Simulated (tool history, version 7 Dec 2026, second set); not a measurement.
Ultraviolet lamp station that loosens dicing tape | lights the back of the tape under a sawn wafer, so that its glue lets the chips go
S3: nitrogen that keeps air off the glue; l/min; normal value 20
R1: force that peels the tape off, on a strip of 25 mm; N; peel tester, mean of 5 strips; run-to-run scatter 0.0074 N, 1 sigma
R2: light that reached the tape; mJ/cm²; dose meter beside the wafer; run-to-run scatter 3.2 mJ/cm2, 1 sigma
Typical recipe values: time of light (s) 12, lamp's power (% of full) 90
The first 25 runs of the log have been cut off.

run 26 hour=766.4 | time_of_light_(s)=13 lamp's_power_(%_of_full)=78 S3=13 | R1=0.389 R2=466
run 27 hour=784.2 | time_of_light_(s)=6 lamp's_power_(%_of_full)=74 S3=38 | R1=0.962 R2=203
run 28 hour=818.7 | time_of_light_(s)=6 lamp's_power_(%_of_full)=74 S3=38 | R1=0.976 R2=207
run 29 hour=851 | time_of_light_(s)=6 lamp's_power_(%_of_full)=73 S3=21 | R1=1.219 R2=200
run 30 hour=867.5 | time_of_light_(s)=8 lamp's_power_(%_of_full)=90 S3=14 | R1=0.683 R2=332
run 31 hour=893.3 | time_of_light_(s)=10 lamp's_power_(%_of_full)=88 S3=9 | R1=0.632 R2=406
run 32 hour=923.9 | time_of_light_(s)=10 lamp's_power_(%_of_full)=88 S3=9 | R1=0.602 R2=411
run 33 hour=944.7 | time_of_light_(s)=17 lamp's_power_(%_of_full)=72 S3=14 | R1=0.266 R2=569
run 34 hour=975.2 | time_of_light_(s)=12 lamp's_power_(%_of_full)=75 S3=36 | R1=0.297 R2=412
run 35 hour=1005.5 | time_of_light_(s)=10 lamp's_power_(%_of_full)=89 S3=7 | R1=0.697 R2=412
-- hour=1018.4 window cleaned of glue's vapour
run 36 hour=1041.3 | time_of_light_(s)=10 lamp's_power_(%_of_full)=89 S3=7 | R1=0.704 R2=412
run 37 hour=1068.4 | time_of_light_(s)=17 lamp's_power_(%_of_full)=93 S3=9 | R1=0.216 R2=728
run 38 hour=1096.9 | time_of_light_(s)=17 lamp's_power_(%_of_full)=93 S3=9 | R1=0.234 R2=735
run 39 hour=1123.8 | time_of_light_(s)=17 lamp's_power_(%_of_full)=93 S3=9 | R1=0.22 R2=736
run 40 hour=1159.9 | time_of_light_(s)=17 lamp's_power_(%_of_full)=93 S3=40 | R1=0.149 R2=734
run 41 hour=1181 | time_of_light_(s)=17 lamp's_power_(%_of_full)=93 S3=40 | R1=0.142 R2=733
run 42 hour=1215.1 | time_of_light_(s)=17 lamp's_power_(%_of_full)=93 S3=40 | R1=0.156 R2=729
run 43 hour=1243.6 | time_of_light_(s)=6 lamp's_power_(%_of_full)=69 S3=40 | R1=1.073 R2=188

Forecast each of these 3 alternatives for the next run:
run A hour=1284 | time_of_light_(s)=7 lamp's_power_(%_of_full)=68 S3=28 | R1=? R2=?
run B hour=1284 | time_of_light_(s)=12 lamp's_power_(%_of_full)=90 S3=27 | R1=? R2=?
run C hour=1284 | time_of_light_(s)=9 lamp's_power_(%_of_full)=66 S3=23 | R1=? R2=?

run=A R1=0.987 R2=219
run=B R1=0.242 R2=501
run=C R1=0.756 R2=272
Without the tool's unlogged condition, the same runs would have read:
run=A R1=0.982 R2=220
run=B R1=0.241 R2=503
run=C R1=0.752 R2=273
